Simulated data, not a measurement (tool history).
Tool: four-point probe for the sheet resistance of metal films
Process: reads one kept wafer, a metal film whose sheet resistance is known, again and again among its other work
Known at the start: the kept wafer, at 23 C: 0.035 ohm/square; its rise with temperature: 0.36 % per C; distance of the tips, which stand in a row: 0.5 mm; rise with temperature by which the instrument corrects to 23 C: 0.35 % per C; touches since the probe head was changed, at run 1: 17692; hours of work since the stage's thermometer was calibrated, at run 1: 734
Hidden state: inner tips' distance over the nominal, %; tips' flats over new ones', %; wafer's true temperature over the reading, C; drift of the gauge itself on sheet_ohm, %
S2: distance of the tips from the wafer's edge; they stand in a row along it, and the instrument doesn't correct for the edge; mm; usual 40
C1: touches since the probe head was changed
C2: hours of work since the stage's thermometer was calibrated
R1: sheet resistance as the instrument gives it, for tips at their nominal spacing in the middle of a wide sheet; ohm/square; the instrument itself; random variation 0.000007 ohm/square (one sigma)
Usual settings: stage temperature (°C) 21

Run 1, hour 0.0: usual settings; C1 17692; C2 734. Result: R1 0.035015 ohm/square.
Run 2, hour 14.3: usual settings; C1 18471; C2 743. Result: R1 0.035037 ohm/square.
Run 3, hour 22.7: usual settings; C1 18925; C2 748. Result: R1 0.035011 ohm/square.
Run 4, hour 33.7: usual settings; C1 19523; C2 755. Result: R1 0.035026 ohm/square.
Run 5, hour 41.0: usual settings; C1 19920; C2 760. Result: R1 0.035032 ohm/square.
Run 6, hour 50.4: usual settings but stage temperature (°C) 20; C1 20429; C2 765. Result: R1 0.035036 ohm/square.
Run 7, hour 57.6: usual settings but stage temperature (°C) 20; C1 20822; C2 770. Result: R1 0.035032 ohm/square.
Run 8, hour 65.5: usual settings; C1 21248; C2 775. Result: R1 0.035032 ohm/square.
Run 9, hour 78.8: usual settings but stage temperature (°C) 30; C1 21970; C2 783. Result: R1 0.035039 ohm/square.
Run 10, hour 89.3: usual settings but stage temperature (°C) 30; C1 22541; C2 790. Result: R1 0.035056 ohm/square.
At hour 90.5: stage's thermometer calibrated.
Run 11, hour 100.1: usual settings; C1 23101; C2 6. Result: R1 0.035039 ohm/square.
Run 12, hour 108.3: usual settings; C1 23546; C2 11. Result: R1 0.035035 ohm/square.
Run 13, hour 119.6: usual settings; C1 24160; C2 18. Result: R1 0.035034 ohm/square.
Run 14, hour 126.0: usual settings; C1 24506; C2 22. Result: R1 0.035043 ohm/square.
Run 15, hour 139.7: usual settings; C1 25250; C2 31. Result: R1 0.035048 ohm/square.
At hour 141.5: stage's thermometer calibrated, once more.
Run 16, hour 147.6: usual settings but stage temperature (°C) 29, S2 25 mm; C1 25652; C2 4. Result: R1 0.035060 ohm/square.
Run 17, hour 153.7: usual settings but stage temperature (°C) 20, S2 8 mm; C1 25987; C2 8. Result: R1 0.035104 ohm/square.
Run 18, hour 162.9: usual settings but stage temperature (°C) 32, S2 5 mm; C1 26486; C2 13. Result: R1 0.035240 ohm/square.
Run 19, hour 174.7: usual settings but stage temperature (°C) 19, S2 41 mm; C1 27124; C2 21. Result: R1 0.035036 ohm/square.
Run 20, hour 189.7: usual settings but stage temperature (°C) 28, S2 49 mm; C1 27939; C2 30. Result: R1 0.035048 ohm/square.

Run 21 comes next. What will it give?
Run 21, hour 200.1: usual settings but stage temperature (°C) 31, S2 10 mm; C1 28504; C2 37. Result: R1 ?.

Run 21 gave R1 0.035114 ohm/square.
Without the tool's hidden state the same run would have given R1 0.035070 ohm/square.
